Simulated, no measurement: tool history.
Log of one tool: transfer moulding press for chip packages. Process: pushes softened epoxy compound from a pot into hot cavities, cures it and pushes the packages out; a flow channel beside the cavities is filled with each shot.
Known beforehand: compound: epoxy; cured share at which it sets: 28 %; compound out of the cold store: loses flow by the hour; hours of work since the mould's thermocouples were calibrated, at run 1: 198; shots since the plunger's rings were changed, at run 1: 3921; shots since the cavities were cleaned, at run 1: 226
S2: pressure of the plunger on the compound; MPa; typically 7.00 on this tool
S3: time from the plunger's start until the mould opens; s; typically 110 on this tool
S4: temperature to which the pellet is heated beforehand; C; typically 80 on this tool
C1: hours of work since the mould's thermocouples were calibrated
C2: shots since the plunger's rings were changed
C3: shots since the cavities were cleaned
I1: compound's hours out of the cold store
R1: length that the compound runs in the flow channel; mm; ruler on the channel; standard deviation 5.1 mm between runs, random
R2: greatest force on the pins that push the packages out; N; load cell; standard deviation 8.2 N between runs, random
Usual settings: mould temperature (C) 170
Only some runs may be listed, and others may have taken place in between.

Run 1, hour 0.0: usual settings; C1 198; C2 3921; C3 226; I1 21.1. Result: R1 656 mm, R2 354 N.
At hour 38.4: cavities cleaned with cleaning compound and waxed.
Run 2, hour 60.1: usual settings; C1 237; C2 4609; C3 254; I1 45.2. Result: R1 604 mm, R2 333 N.
At hour 95.4: cavities cleaned with cleaning compound and waxed.
At hour 152.0: cavities cleaned with cleaning compound and waxed.
Run 3, hour 154.3: usual settings; C1 299; C2 5681; C3 26; I1 29.8. Result: R1 638 mm, R2 335 N.
At hour 208.6: cavities cleaned with cleaning compound and waxed.
Run 4, hour 223.0: usual settings but S3 115 s; C1 344; C2 6472; C3 170; I1 12.3. Result: R1 683 mm, R2 351 N.
At hour 241.4: plunger's sealing rings changed.
At hour 266.6: cavities cleaned with cleaning compound and waxed.
At hour 314.0: mould's thermocouples calibrated.
At hour 324.2: cavities cleaned with cleaning compound and waxed.
Run 5, hour 324.2: usual settings but S3 115 s, S4 74 C; C1 6; C2 914; C3 0; I1 26.7. Result: R1 661 mm, R2 341 N.
At hour 379.5: cavities cleaned with cleaning compound and waxed.
Run 6, hour 399.9: usual settings but S3 115 s, S4 74 C; C1 56; C2 1786; C3 240; I1 31.2. Result: R1 637 mm, R2 337 N.
At hour 438.5: cavities cleaned with cleaning compound and waxed.
Run 7, hour 446.8: usual settings but S3 115 s, S4 74 C; C1 86; C2 2320; C3 98; I1 14.5. Result: R1 683 mm, R2 354 N.
At hour 497.2: cavities cleaned with cleaning compound and waxed.
Run 8, hour 523.3: usual settings but mould temperature (C) 163, S3 115 s, S4 85 C; C1 137; C2 3201; C3 307; I1 34.8. Result: R1 651 mm, R2 498 N.
At hour 555.4: cavities cleaned with cleaning compound and waxed.
Run 9, hour 566.0: usual settings but mould temperature (C) 173; C1 165; C2 3686; C3 126; I1 44.4. Result: R1 590 mm, R2 320 N.
At hour 618.0: cavities cleaned with cleaning compound and waxed.
Run 10, hour 661.8: usual settings but S2 6.20 MPa, S3 132 s, S4 86 C; C1 228; C2 4794; C3 515; I1 19.3. Result: R1 627 mm, R2 312 N.

What if the next run were any one of these 4? Each begins from the tool's condition after run 10:
At hour 673.5: cavities cleaned with cleaning compound and waxed.
At hour 728.7: cavities cleaned with cleaning compound and waxed.
Run A, hour 740.2: usual settings but mould temperature (C) 169, S2 5.59 MPa, S3 126 s, S4 86 C; C1 279; C2 5680; C3 135; I1 21.6. Result: R1 ?, R2 ?.
At hour 673.5: cavities cleaned with cleaning compound and waxed.
At hour 728.7: cavities cleaned with cleaning compound and waxed.
Run B, hour 740.2: usual settings but S3 145 s, S4 85 C; C1 279; C2 5680; C3 135; I1 33.0. Result: R1 ?, R2 ?.
At hour 673.5: cavities cleaned with cleaning compound and waxed.
At hour 728.7: cavities cleaned with cleaning compound and waxed.
Run C, hour 740.2: usual settings but S2 8.07 MPa, S3 96 s; C1 279; C2 5680; C3 135; I1 26.4. Result: R1 ?, R2 ?.
At hour 673.5: cavities cleaned with cleaning compound and waxed.
At hour 728.7: cavities cleaned with cleaning compound and waxed.
Run D, hour 740.2: usual settings but S2 6.20 MPa, S3 116 s, S4 72 C; C1 279; C2 5680; C3 135; I1 14.3. Result: R1 ?, R2 ?.

run   R1   R2
  A  594  317
  B  630  300
  C  692  452
  D  631  333
Stripped of hidden state, with their random variation kept, the same runs would have yielded:
run   R1   R2
  A  596  315
  B  632  299
  C  694  451
  D  633  332

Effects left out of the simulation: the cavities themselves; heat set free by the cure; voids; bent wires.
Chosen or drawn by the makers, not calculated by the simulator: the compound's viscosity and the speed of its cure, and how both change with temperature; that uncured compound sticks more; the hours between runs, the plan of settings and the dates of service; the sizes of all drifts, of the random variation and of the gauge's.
